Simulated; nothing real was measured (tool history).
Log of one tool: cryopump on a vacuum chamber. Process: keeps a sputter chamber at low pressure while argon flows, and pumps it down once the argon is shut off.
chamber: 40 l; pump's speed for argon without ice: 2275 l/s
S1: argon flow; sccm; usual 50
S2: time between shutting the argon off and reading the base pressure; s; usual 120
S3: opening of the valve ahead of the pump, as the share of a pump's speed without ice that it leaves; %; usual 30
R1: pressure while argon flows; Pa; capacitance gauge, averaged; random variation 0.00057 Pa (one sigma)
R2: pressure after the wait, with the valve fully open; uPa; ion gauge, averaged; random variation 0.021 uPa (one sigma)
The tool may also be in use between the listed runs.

run,hour,S1,S2,S3,R1,R2
1,0,50,120,30,0.1303,1.86
# hour 9.5: leaking fittings of the chamber tightened, without venting
2,20.2,34,120,30,0.0893,0.5
3,39.5,34,120,30,0.0882,0.49
4,56.8,34,120,30,0.0892,0.53
5,80.6,50,29,30,0.1305,1.48
6,105.7,44,120,30,0.1154,0.51
7,122.3,50,45,30,0.1305,1.04
8,136.8,50,45,30,0.1311,1.08
9,159.5,48,66,30,0.1262,0.81
10,173.1,48,66,30,0.1257,0.84
11,193.4,48,66,30,0.1256,0.86
12,217.4,48,66,30,0.1268,0.84

5 ways to go on from here, each from the tool as it stands after run 12. What would each give?
A,236.7,60,282,37,?,?
B,236.7,50,120,34,?,?
C,236.7,28,80,30,?,?
D,236.7,25,65,36,?,?
E,236.7,90,172,22,?,?

run,R1,R2
A,0.1311,0.36
B,0.1186,0.6
C,0.0734,0.77
D,0.0557,0.82
E,0.3184,0.48
Without the tool's hidden state the same runs would have given:
run,R1,R2
A,0.1213,0.25
B,0.1104,0.48
C,0.0688,0.65
D,0.0516,0.71
E,0.3038,0.37
